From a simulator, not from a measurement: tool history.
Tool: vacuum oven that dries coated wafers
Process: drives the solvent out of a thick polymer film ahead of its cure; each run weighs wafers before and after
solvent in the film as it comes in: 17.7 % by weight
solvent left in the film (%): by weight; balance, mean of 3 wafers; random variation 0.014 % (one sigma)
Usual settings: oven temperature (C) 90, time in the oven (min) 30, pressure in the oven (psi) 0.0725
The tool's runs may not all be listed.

run	hour	oven temperature (C)	time in the oven (min)	pressure in the oven (psi)	solvent left in the film (%)
1	0.0	90	30	0.0725	0.75
2	41.9	90	30	0.0725	0.75
3	83.0	90	30	0.0725	0.73
4	117.0	93	30	0.0725	0.45
5	155.7	93	30	0.0725	0.45
6	187.5	100	30	0.0725	0.17
7	218.7	100	30	0.0725	0.16
8	257.7	100	30	0.0725	0.19
9	283.8	100	30	0.0725	0.17
10	325.2	100	30	0.0725	0.17
11	361.8	76	30	0.0725	4.30
12	393.7	76	30	0.0725	4.24
13	422.1	76	30	0.0725	4.21
14	460.1	76	30	0.0725	4.24
15	479.7	90	30	0.1646	0.87
16	515.4	90	30	0.1646	0.92
17	547.1	90	30	0.1646	0.88
18	585.1	90	30	0.1646	0.90
19	620.5	100	52	0.2648	0.39
20	656.6	93	20	0.2792	1.50
21	674.9	93	20	0.2792	1.50
22	703.2	90	20	0.2376	2.02
23	723.4	90	48	0.0728	0.28
# hour 727.3: vacuum gauge cleaned of residue and calibrated
24	750.8	99	33	0.2286	0.42
25	785.8	79	30	0.0500	3.14
26	811.7	79	30	0.0500	3.13
27	829.3	80	15	0.0656	6.34
28	869.5	93	46	0.0595	0.25
# hour 877.7: vacuum gauge cleaned of residue and calibrated, once more
29	913.3	92	26	0.2751	0.97
30	942.4	92	19	0.1310	1.52
31	975.0	92	19	0.1310	1.47
32	1014.3	100	30	0.0725	0.13
33	1044.8	101	51	0.0482	0.06

4 ways to go on from here, each from the tool as it stands after run 33. What would each give?
A	1081.2	101	51	0.0583	?
B	1081.2	101	36	0.2460	?
C	1081.2	90	18	0.1449	?
D	1081.2	86	30	0.0725	?

run	solvent left in the film (%)
A	0.08
B	0.32
C	2.15
D	1.20
Without the tool's hidden state the same runs would have given:
run	solvent left in the film (%)
A	0.08
B	0.35
C	2.79
D	1.70
